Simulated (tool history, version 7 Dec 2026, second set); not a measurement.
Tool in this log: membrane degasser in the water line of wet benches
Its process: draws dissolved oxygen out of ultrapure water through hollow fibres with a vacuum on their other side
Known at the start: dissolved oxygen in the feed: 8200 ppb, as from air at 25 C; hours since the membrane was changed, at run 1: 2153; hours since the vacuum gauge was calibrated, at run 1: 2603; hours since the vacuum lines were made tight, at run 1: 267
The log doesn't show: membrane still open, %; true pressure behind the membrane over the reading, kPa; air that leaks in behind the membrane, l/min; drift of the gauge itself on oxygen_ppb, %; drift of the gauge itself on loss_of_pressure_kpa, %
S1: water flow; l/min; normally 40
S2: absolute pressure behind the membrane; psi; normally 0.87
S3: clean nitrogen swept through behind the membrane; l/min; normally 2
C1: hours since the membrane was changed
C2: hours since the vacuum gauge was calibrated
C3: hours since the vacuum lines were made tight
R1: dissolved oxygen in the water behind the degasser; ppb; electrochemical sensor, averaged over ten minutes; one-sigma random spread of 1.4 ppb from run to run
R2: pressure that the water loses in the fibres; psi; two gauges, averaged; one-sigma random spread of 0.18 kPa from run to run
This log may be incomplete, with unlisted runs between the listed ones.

run	hour	S1	S2	S3	C1	C2	C3	R1	R2
1	0	40	0.87	2	2153	2603	267	148.8	5.287
2	56.6	40	0.87	2	2209	2660	324	146.5	5.278
3	101.1	40	0.87	2	2254	2704	368	149.1	5.275
4	165	40	0.87	2	2318	2768	432	146.6	5.259
5	235.5	40	0.87	2.69	2388	2839	503	117.8	5.346
6	284.9	40	1.314	2.69	2438	2888	552	218	5.305
7	358	40	1.314	2.69	2511	2961	625	218.8	5.303
8	401.1	37	0.87	2	2554	3004	668	134.8	4.902
9	482.4	37	0.87	2	2635	3086	750	138	4.902
10	554.3	37	0.87	2	2707	3157	821	136	4.983
11	590.9	37	0.87	1.16	2744	3194	858	206.4	4.886
12	623.5	37	0.87	1.16	2776	3227	891	205.2	4.939
13	684.8	37	1.366	1.16	2838	3288	952	416.5	4.873
14	750.6	37	1.366	1.16	2903	3354	1018	420.2	4.908
15	808.2	37	1.366	1.16	2961	3411	1075	420.8	4.946
16	884.3	37	1.366	1.16	3037	3487	1151	429.8	4.915

For run 17, what comes out?
17	935.2	37	1.366	1.16	3088	3538	1202	?	?

R1: 421 ppb
R2: 4.915 psi
On a tool with no hidden condition, and with the same random variation, this run would have come out at R1 405.3 ppb, R2 4.789 psi.
